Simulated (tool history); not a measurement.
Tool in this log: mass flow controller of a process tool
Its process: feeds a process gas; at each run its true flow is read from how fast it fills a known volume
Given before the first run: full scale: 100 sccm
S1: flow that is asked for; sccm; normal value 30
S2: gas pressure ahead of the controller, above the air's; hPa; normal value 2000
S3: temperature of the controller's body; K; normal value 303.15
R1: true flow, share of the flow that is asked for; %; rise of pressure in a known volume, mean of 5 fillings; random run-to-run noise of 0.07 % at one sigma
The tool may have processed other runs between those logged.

run	hour	S1	S2	S3	R1
1	0.0	30	2000	303.15	97.68
2	154.1	30	2000	311.15	97.16
3	423.2	30	2000	311.15	96.90
4	664.6	30	2000	311.15	96.71
5	852.6	30	2000	303.15	97.12
6	1116.0	30	2000	303.15	96.03
7	1284.2	30	2000	303.15	96.04
8	1412.8	29	2580	303.15	95.50
9	1663.2	29	2360	296.15	95.91
10	1809.6	29	2360	296.15	95.70
11	1967.6	29	2360	296.15	95.55

The log once held 1 entry between its listed runs, left out of this copy. Where does each go, and what is different about the tool's unlogged condition between the listed run before it and the listed run after it?
Runs 5 to 6: controller's zero set anew (hour 869.4)
  flow at rest that the sensor doesn't see, % of full scale: -0.423 -> -0.707; true flow over the shown one, %: -0.3 -> -0.33
  measured less the result without the state, R1: -1.71 -> -2.69 %
